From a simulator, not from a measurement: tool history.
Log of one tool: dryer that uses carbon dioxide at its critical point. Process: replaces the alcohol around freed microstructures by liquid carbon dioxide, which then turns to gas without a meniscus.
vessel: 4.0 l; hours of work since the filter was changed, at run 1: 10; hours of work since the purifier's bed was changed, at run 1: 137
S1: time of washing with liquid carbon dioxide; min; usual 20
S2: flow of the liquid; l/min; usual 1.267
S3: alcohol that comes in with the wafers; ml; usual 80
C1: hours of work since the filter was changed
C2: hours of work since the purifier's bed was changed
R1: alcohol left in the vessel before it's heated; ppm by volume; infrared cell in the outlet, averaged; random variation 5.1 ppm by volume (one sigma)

{"run": 1, "hour": 0.0, "S1": 20, "S2": 1.267, "S3": 80, "C1": 10, "C2": 137, "R1": 93}
{"run": 2, "hour": 6.1, "S1": 20, "S2": 1.267, "S3": 80, "C1": 13, "C2": 140, "R1": 98}
{"run": 3, "hour": 15.2, "S1": 20, "S2": 2.03, "S3": 80, "C1": 17, "C2": 144, "R1": 39}
{"run": 4, "hour": 24.3, "S1": 20, "S2": 1.267, "S3": 80, "C1": 22, "C2": 148, "R1": 104}
{"run": 5, "hour": 28.9, "S1": 16, "S2": 1.267, "S3": 80, "C1": 24, "C2": 150, "R1": 213}
{"run": 6, "hour": 35.2, "S1": 20, "S2": 0.93, "S3": 80, "C1": 27, "C2": 153, "R1": 320}
{"run": 7, "hour": 41.5, "S1": 12, "S2": 1.267, "S3": 80, "C1": 30, "C2": 156, "R1": 631}
{"run": 8, "hour": 49.9, "S1": 12, "S2": 1.267, "S3": 80, "C1": 34, "C2": 160, "R1": 626}
{"run": 9, "hour": 59.0, "S1": 20, "S2": 1.47, "S3": 80, "C1": 38, "C2": 164, "R1": 75}
{"run": 10, "hour": 63.9, "S1": 20, "S2": 1.47, "S3": 80, "C1": 40, "C2": 166, "R1": 70}
{"run": 11, "hour": 70.1, "S1": 20, "S2": 1.47, "S3": 80, "C1": 43, "C2": 169, "R1": 75}
{"run": 12, "hour": 79.9, "S1": 29, "S2": 1.267, "S3": 62, "C1": 48, "C2": 174, "R1": 58}
{"run": 13, "hour": 84.8, "S1": 20, "S2": 1.24, "S3": 71, "C1": 50, "C2": 176, "R1": 102}
{"run": 14, "hour": 90.8, "S1": 29, "S2": 1.62, "S3": 66, "C1": 53, "C2": 179, "R1": 54}
{"run": 15, "hour": 95.3, "S1": 21, "S2": 2.09, "S3": 35, "C1": 55, "C2": 181, "R1": 55}
{"run": 16, "hour": 104.0, "S1": 21, "S2": 2.09, "S3": 35, "C1": 59, "C2": 185, "R1": 56}
{"run": 17, "hour": 113.9, "S1": 12, "S2": 1.28, "S3": 45, "C1": 63, "C2": 190, "R1": 374}
{"run": 18, "hour": 123.8, "S1": 12, "S2": 1.28, "S3": 45, "C1": 68, "C2": 194, "R1": 395}
{"run": 19, "hour": 132.2, "S1": 12, "S2": 0.9, "S3": 45, "C1": 72, "C2": 198, "R1": 1028}
{"run": 20, "hour": 138.1, "S1": 28, "S2": 1.74, "S3": 25, "C1": 75, "C2": 201, "R1": 56}
{"run": 21, "hour": 142.7, "S1": 30, "S2": 1.92, "S3": 42, "C1": 77, "C2": 203, "R1": 60}
{"run": 22, "hour": 151.7, "S1": 18, "S2": 1.267, "S3": 42, "C1": 81, "C2": 207, "R1": 112}

3 ways to go on from here, each from the tool as it stands after run 22. What would each give?
{"run": "A", "hour": 161.2, "S1": 20, "S2": 0.99, "S3": 80, "C1": 85, "C2": 212, "R1": "?"}
{"run": "B", "hour": 161.2, "S1": 15, "S2": 1.43, "S3": 24, "C1": 85, "C2": 212, "R1": "?"}
{"run": "C", "hour": 161.2, "S1": 19, "S2": 1.267, "S3": 80, "C1": 85, "C2": 212, "R1": "?"}

run=A R1=295
run=B R1=105
run=C R1=151
Without the tool's hidden state the same runs would have given:
run=A R1=203
run=B R1=40
run=C R1=75
